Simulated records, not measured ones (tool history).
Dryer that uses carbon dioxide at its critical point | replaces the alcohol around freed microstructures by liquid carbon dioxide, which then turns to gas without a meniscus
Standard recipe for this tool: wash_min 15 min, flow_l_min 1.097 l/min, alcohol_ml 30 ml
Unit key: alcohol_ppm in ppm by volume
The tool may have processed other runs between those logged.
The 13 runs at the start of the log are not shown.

run,hour,wash_min,flow_l_min,alcohol_ml,alcohol_ppm
# hour 534.8: inlet filter changed
14,563.5,15,1.097,69,134
15,603.0,15,1.097,69,144
16,641.5,15,1.097,69,147
17,690.6,15,1.097,30,146
18,718.8,15,1.097,30,146
19,755.7,15,1.097,30,146
20,809.6,9,1.097,30,389
21,835.7,9,1.097,30,390
22,860.8,22,1.840,49,166
23,897.8,22,1.790,49,184
# hour 912.4: inlet filter changed
24,937.7,22,1.790,49,178
25,983.8,22,1.790,34,184
26,1009.3,9,1.097,30,408
27,1037.1,14,1.097,30,219
28,1075.3,14,0.880,80,420
29,1115.6,17,1.097,36,217
30,1153.5,15,0.980,38,259
31,1182.1,15,0.980,38,271
32,1207.5,18,1.540,47,239
33,1256.2,13,1.350,81,266
34,1281.3,23,1.500,81,253
# hour 1287.2: inlet filter changed
35,1339.2,23,1.500,81,258

Run 36 comes next. What will it give?
36,1381.5,18,0.890,78,?

Logged for run 36: alcohol_ppm 311 ppm by volume.
Minus the tool's unlogged condition, the same run would have read alcohol_ppm 45 ppm by volume.
